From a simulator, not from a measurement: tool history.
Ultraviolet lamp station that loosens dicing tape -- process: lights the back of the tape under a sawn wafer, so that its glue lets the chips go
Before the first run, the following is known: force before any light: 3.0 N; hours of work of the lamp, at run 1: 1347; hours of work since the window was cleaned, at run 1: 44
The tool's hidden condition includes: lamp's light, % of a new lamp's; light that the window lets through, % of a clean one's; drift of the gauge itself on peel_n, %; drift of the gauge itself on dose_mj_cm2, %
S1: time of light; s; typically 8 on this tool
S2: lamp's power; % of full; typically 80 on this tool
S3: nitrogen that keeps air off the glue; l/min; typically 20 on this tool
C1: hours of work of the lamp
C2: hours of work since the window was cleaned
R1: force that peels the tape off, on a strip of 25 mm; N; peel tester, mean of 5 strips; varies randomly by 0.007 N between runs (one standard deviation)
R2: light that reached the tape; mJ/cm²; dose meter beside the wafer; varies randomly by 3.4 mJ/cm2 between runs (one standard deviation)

run 1 hour=0.0 | S1=8 S2=80 S3=20 | C1=1347 C2=44 | R1=0.465 R2=306
-- hour=46.3 lamp changed
run 2 hour=48.5 | S1=6 S2=80 S3=20 | C1=2 C2=79 | R1=0.336 R2=391
run 3 hour=106.8 | S1=6 S2=80 S3=20 | C1=45 C2=121 | R1=0.352 R2=374
run 4 hour=158.2 | S1=8 S2=61 S3=20 | C1=82 C2=159 | R1=0.374 R2=370
run 5 hour=207.1 | S1=8 S2=61 S3=20 | C1=118 C2=195 | R1=0.391 R2=363
run 6 hour=265.9 | S1=8 S2=61 S3=20 | C1=162 C2=239 | R1=0.401 R2=354
run 7 hour=326.4 | S1=8 S2=61 S3=20 | C1=206 C2=283 | R1=0.397 R2=337
run 8 hour=381.5 | S1=8 S2=61 S3=20 | C1=247 C2=324 | R1=0.426 R2=328
run 9 hour=433.0 | S1=8 S2=61 S3=12 | C1=285 C2=362 | R1=0.551 R2=319
run 10 hour=465.8 | S1=8 S2=61 S3=12 | C1=309 C2=386 | R1=0.590 R2=315
run 11 hour=530.8 | S1=8 S2=61 S3=12 | C1=357 C2=434 | R1=0.618 R2=302
run 12 hour=565.2 | S1=8 S2=80 S3=20 | C1=382 C2=459 | R1=0.334 R2=391
run 13 hour=600.1 | S1=8 S2=80 S3=20 | C1=408 C2=485 | R1=0.346 R2=385
-- hour=614.7 window cleaned of glue's vapour
run 14 hour=655.7 | S1=8 S2=80 S3=20 | C1=449 C2=30 | R1=0.295 R2=456
run 15 hour=696.4 | S1=6 S2=80 S3=20 | C1=478 C2=60 | R1=0.432 R2=330
run 16 hour=740.2 | S1=5 S2=80 S3=20 | C1=511 C2=92 | R1=0.555 R2=268
run 17 hour=767.2 | S1=6 S2=80 S3=20 | C1=531 C2=112 | R1=0.434 R2=320
run 18 hour=819.8 | S1=8 S2=80 S3=20 | C1=569 C2=151 | R1=0.305 R2=413
run 19 hour=849.5 | S1=8 S2=80 S3=20 | C1=591 C2=173 | R1=0.335 R2=410
run 20 hour=896.6 | S1=8 S2=80 S3=20 | C1=626 C2=208 | R1=0.338 R2=395
run 21 hour=947.3 | S1=8 S2=80 S3=25 | C1=663 C2=245 | R1=0.327 R2=387
run 22 hour=1000.5 | S1=8 S2=80 S3=25 | C1=703 C2=284 | R1=0.344 R2=372
run 23 hour=1059.9 | S1=11 S2=72 S3=24 | C1=746 C2=328 | R1=0.277 R2=444
run 24 hour=1109.9 | S1=9 S2=83 S3=16 | C1=783 C2=365 | R1=0.361 R2=411
run 25 hour=1144.0 | S1=9 S2=83 S3=16 | C1=808 C2=390 | R1=0.366 R2=403
run 26 hour=1174.4 | S1=4 S2=65 S3=20 | C1=831 C2=412 | R1=1.184 R2=136
run 27 hour=1232.5 | S1=11 S2=97 S3=9 | C1=873 C2=455 | R1=0.318 R2=547
-- hour=1288.9 window cleaned of glue's vapour
run 28 hour=1289.9 | S1=11 S2=97 S3=7 | C1=915 C2=1 | R1=0.306 R2=633
run 29 hour=1327.8 | S1=7 S2=98 S3=8 | C1=943 C2=29 | R1=0.501 R2=397
run 30 hour=1379.0 | S1=10 S2=98 S3=8 | C1=981 C2=66 | R1=0.320 R2=558
run 31 hour=1445.2 | S1=10 S2=98 S3=8 | C1=1030 C2=115 | R1=0.339 R2=532
run 32 hour=1488.2 | S1=8 S2=90 S3=23 | C1=1062 C2=147 | R1=0.332 R2=382
run 33 hour=1520.6 | S1=6 S2=73 S3=13 | C1=1085 C2=171 | R1=0.809 R2=229
run 34 hour=1575.0 | S1=6 S2=73 S3=13 | C1=1125 C2=211 | R1=0.866 R2=218
run 35 hour=1621.5 | S1=9 S2=92 S3=19 | C1=1160 C2=245 | R1=0.337 R2=405
run 36 hour=1666.2 | S1=9 S2=92 S3=19 | C1=1193 C2=278 | R1=0.346 R2=388
run 37 hour=1721.9 | S1=9 S2=92 S3=19 | C1=1234 C2=319 | R1=0.361 R2=377
run 38 hour=1774.5 | S1=6 S2=92 S3=21 | C1=1272 C2=358 | R1=0.606 R2=243
run 39 hour=1812.7 | S1=5 S2=72 S3=16 | C1=1301 C2=386 | R1=1.151 R2=158
run 40 hour=1852.4 | S1=4 S2=69 S3=29 | C1=1330 C2=415 | R1=1.282 R2=114
run 41 hour=1909.4 | S1=9 S2=73 S3=13 | C1=1372 C2=457 | R1=0.706 R2=261
-- hour=1924.6 lamp changed
-- hour=1965.8 window cleaned of glue's vapour
run 42 hour=1976.7 | S1=9 S2=73 S3=13 | C1=38 C2=8 | R1=0.284 R2=537
run 43 hour=2004.1 | S1=8 S2=73 S3=29 | C1=58 C2=28 | R1=0.244 R2=473

Each row is a separate what-if for the run after 43, all from the same tool condition, not one after another. Results?
run A hour=2065.0 | S1=9 S2=68 S3=29 | C1=103 C2=73 | R1=? R2=?
run B hour=2065.0 | S1=8 S2=68 S3=20 | C1=103 C2=73 | R1=? R2=?
run C hour=2065.0 | S1=8 S2=68 S3=20 | C1=103 C2=73 | R1=? R2=?

run=A R1=0.237 R2=483
run=B R1=0.298 R2=429
run=C R1=0.300 R2=429
Stripped of hidden state, with their random variation kept, the same runs would have yielded:
run=A R1=0.225 R2=519
run=B R1=0.275 R2=461
run=C R1=0.277 R2=462
